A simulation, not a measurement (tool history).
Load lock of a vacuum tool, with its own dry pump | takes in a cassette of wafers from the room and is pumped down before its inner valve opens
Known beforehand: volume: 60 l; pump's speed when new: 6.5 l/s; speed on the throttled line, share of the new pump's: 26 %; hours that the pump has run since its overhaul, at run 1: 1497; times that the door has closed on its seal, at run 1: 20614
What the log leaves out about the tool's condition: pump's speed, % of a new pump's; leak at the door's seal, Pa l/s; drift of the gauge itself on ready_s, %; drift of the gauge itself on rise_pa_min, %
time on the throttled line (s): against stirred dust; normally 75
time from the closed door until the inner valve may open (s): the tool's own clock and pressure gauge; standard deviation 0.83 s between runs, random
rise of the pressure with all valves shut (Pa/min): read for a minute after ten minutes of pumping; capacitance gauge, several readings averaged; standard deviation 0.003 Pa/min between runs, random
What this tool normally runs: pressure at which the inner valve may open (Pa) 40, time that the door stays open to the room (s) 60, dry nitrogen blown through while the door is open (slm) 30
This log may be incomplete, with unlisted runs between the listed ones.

| run | hour | time on the throttled line (s) | pressure at which the inner valve may open (Pa) | time that the door stays open to the room (s) | dry nitrogen blown through while the door is open (slm) | hours that the pump has run since its overhaul | times that the door has closed on its seal | incoming humidity of the room's air, % | time from the closed door until the inner valve may open (s) | rise of the pressure with all valves shut (Pa/min) |
|---|---|---|---|---|---|---|---|---|---|---|
| 1 | 0.0 | 75 | 40 | 60 | 30 | 1497 | 20614 | 46.6 | 129.6 | 0.096 |
| 2 | 63.0 | 75 | 40 | 60 | 10 | 1560 | 20861 | 43.9 | 128.4 | 0.101 |
| 3 | 138.2 | 75 | 40 | 60 | 10 | 1636 | 21156 | 47.1 | 130.0 | 0.100 |
| 4 | 188.1 | 75 | 40 | 60 | 10 | 1686 | 21352 | 44.6 | 130.3 | 0.105 |
| 5 | 246.2 | 75 | 40 | 60 | 5 | 1744 | 21579 | 44.4 | 128.2 | 0.112 |
| 6 | 286.7 | 75 | 40 | 60 | 30 | 1784 | 21738 | 45.6 | 127.5 | 0.102 |
| 7 | 341.9 | 75 | 40 | 60 | 21 | 1839 | 21955 | 43.0 | 128.9 | 0.101 |
| 8 | 431.2 | 75 | 40 | 60 | 21 | 1929 | 22305 | 44.6 | 130.0 | 0.105 |
| 9 | 473.1 | 75 | 40 | 60 | 21 | 1971 | 22469 | 45.9 | 129.9 | 0.108 |
| 10 | 553.9 | 75 | 40 | 27 | 30 | 2051 | 22785 | 46.9 | 129.4 | 0.111 |
| 11 | 604.1 | 75 | 40 | 32 | 30 | 2102 | 22983 | 45.3 | 129.0 | 0.102 |
| 12 | 642.9 | 75 | 40 | 32 | 30 | 2140 | 23134 | 43.2 | 129.9 | 0.110 |
| 13 | 718.1 | 126 | 40 | 60 | 30 | 2216 | 23429 | 42.5 | 167.1 | 0.112 |
| 14 | 770.9 | 75 | 40 | 226 | 30 | 2268 | 23636 | 43.8 | 130.9 | 0.115 |
| 15 | 862.0 | 75 | 40 | 226 | 30 | 2359 | 23993 | 45.1 | 130.7 | 0.119 |
| 16 | 926.5 | 75 | 31 | 226 | 31 | 2424 | 24246 | 49.5 | 133.4 | 0.122 |
| 17 | 1008.6 | 75 | 39 | 60 | 18 | 2506 | 24568 | 45.8 | 130.0 | 0.127 |
| 18 | 1098.1 | 39 | 40 | 60 | 30 | 2596 | 24919 | 41.6 | 104.5 | 0.123 |
| 19 | 1185.5 | 75 | 40 | 60 | 13 | 2683 | 25261 | 45.3 | 130.3 | 0.129 |
| 20 | 1235.6 | 62 | 40 | 60 | 24 | 2733 | 25458 | 46.5 | 121.2 | 0.134 |
| 21 | 1278.6 | 62 | 40 | 60 | 7 | 2776 | 25627 | 45.3 | 120.3 | 0.138 |
| 22 | 1333.2 | 81 | 51 | 98 | 11 | 2831 | 25841 | 44.2 | 132.8 | 0.139 |
| 23 | 1425.8 | 70 | 28 | 60 | 41 | 2923 | 26204 | 43.6 | 130.0 | 0.136 |
| 24 | 1492.8 | 70 | 28 | 60 | 41 | 2990 | 26466 | 44.9 | 130.4 | 0.135 |
| 25 | 1542.9 | 75 | 34 | 60 | 7 | 3040 | 26663 | 42.6 | 131.4 | 0.142 |

Consider 3 possible next runs. They are alternatives, not a sequence: every one starts from the tool as it was left by run 25. What does each give?
| A | 1604.0 | 149 | 40 | 60 | 9 | 3102 | 26902 | 45.6 | ? | ? |
| B | 1604.0 | 68 | 34 | 117 | 10 | 3102 | 26902 | 45.3 | ? | ? |
| C | 1604.0 | 98 | 34 | 143 | 7 | 3102 | 26902 | 46.4 | ? | ? |

| run | time from the closed door until the inner valve may open (s) | rise of the pressure with all valves shut (Pa/min) |
|---|---|---|
| A | 185.1 | 0.146 |
| B | 128.6 | 0.154 |
| C | 147.6 | 0.154 |
With the hidden condition removed and each run's random variation left untouched, the same runs would have given:
| run | time from the closed door until the inner valve may open (s) | rise of the pressure with all valves shut (Pa/min) |
|---|---|---|
| A | 183.9 | 0.013 |
| B | 126.6 | 0.021 |
| C | 145.9 | 0.021 |
